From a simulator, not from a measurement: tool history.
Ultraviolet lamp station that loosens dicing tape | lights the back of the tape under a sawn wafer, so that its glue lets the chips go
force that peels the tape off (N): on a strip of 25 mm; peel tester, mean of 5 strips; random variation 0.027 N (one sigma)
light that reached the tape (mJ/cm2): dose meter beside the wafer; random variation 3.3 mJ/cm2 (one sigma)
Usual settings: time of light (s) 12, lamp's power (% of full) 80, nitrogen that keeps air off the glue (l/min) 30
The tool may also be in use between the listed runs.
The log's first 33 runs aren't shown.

| run | day | time of light (s) | lamp's power (% of full) | nitrogen that keeps air off the glue (l/min) | force that peels the tape off (N) | light that reached the tape (mJ/cm2) |
|---|---|---|---|---|---|---|
| 34 | 34.692 | 19 | 80 | 40 | 0.596 | 681 |
| 35 | 35.625 | 19 | 80 | 40 | 0.600 | 680 |
| 36 | 36.696 | 19 | 80 | 40 | 0.612 | 667 |
| 37 | 38.179 | 19 | 80 | 40 | 0.608 | 668 |
| 38 | 39.588 | 18 | 80 | 50 | 0.622 | 626 |
| 39 | 41.033 | 7 | 80 | 25 | 4.679 | 239 |
| 40 | 42.150 | 13 | 74 | 25 | 2.317 | 406 |
| 41 | 43.188 | 18 | 74 | 25 | 1.401 | 561 |
| 42 | 44.692 | 6 | 80 | 13 | 6.616 | 198 |
| 43 | 45.842 | 15 | 80 | 30 | 1.552 | 488 |
| 44 | 46.617 | 9 | 61 | 30 | 4.604 | 224 |

Forecast each of these 3 alternatives for the next run:
| A | 48.154 | 9 | 80 | 52 | ? | ? |
| B | 48.154 | 23 | 61 | 30 | ? | ? |
| C | 48.154 | 15 | 79 | 9 | ? | ? |

| run | force that peels the tape off (N) | light that reached the tape (mJ/cm2) |
|---|---|---|
| A | 2.647 | 287 |
| B | 1.205 | 565 |
| C | 3.652 | 476 |
Without the tool's hidden state the same runs would have given:
| run | force that peels the tape off (N) | light that reached the tape (mJ/cm2) |
|---|---|---|
| A | 1.554 | 396 |
| B | 0.592 | 778 |
| C | 2.360 | 656 |
